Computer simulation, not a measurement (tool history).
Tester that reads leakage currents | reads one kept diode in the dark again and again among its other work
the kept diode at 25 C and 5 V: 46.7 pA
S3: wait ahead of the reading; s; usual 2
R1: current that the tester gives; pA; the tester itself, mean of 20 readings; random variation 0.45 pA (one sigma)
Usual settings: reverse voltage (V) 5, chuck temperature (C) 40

Run 1, hour 0: usual settings. Result: R1 150.49 pA.
Run 2, hour 41.9: usual settings. Result: R1 151.76 pA.
Run 3, hour 80.5: usual settings. Result: R1 152.22 pA.
Run 4, hour 100.3: usual settings but reverse voltage (V) 5.98. Result: R1 167.29 pA.
Run 5, hour 141.8: usual settings but reverse voltage (V) 5.98. Result: R1 167.35 pA.
Run 6, hour 175.6: usual settings but reverse voltage (V) 5.98. Result: R1 166.19 pA.
Run 7, hour 203.2: usual settings. Result: R1 153.81 pA.
Run 8, hour 249.1: usual settings but S3 2.85 s. Result: R1 153.04 pA.
Run 9, hour 292: usual settings but S3 2.85 s. Result: R1 153.45 pA.
Run 10, hour 322.2: usual settings but S3 2.85 s. Result: R1 153.92 pA.
Run 11, hour 362.1: usual settings but chuck temperature (C) 54. Result: R1 409.13 pA.
Run 12, hour 402.1: usual settings but S3 0.49 s. Result: R1 157.47 pA.
At hour 408.3: tester calibrated.
Run 13, hour 444.9: usual settings but S3 0.49 s. Result: R1 158.09 pA.
Run 14, hour 490.7: usual settings but S3 7.16 s. Result: R1 154.6 pA.
Run 15, hour 528.3: usual settings but S3 4.39 s. Result: R1 155.29 pA.
Run 16, hour 560.7: usual settings but S3 4.39 s. Result: R1 156.09 pA.
Run 17, hour 586.9: usual settings but chuck temperature (C) 49, S3 0.7 s. Result: R1 295.89 pA.

Forecast run 18:
Run 18, hour 607.6: usual settings but reverse voltage (V) 1.6, S3 0.36 s. Result: R1 ?.

R1: 88.9 pA
Without the tool's hidden state the same run would have given R1 85.7 pA.
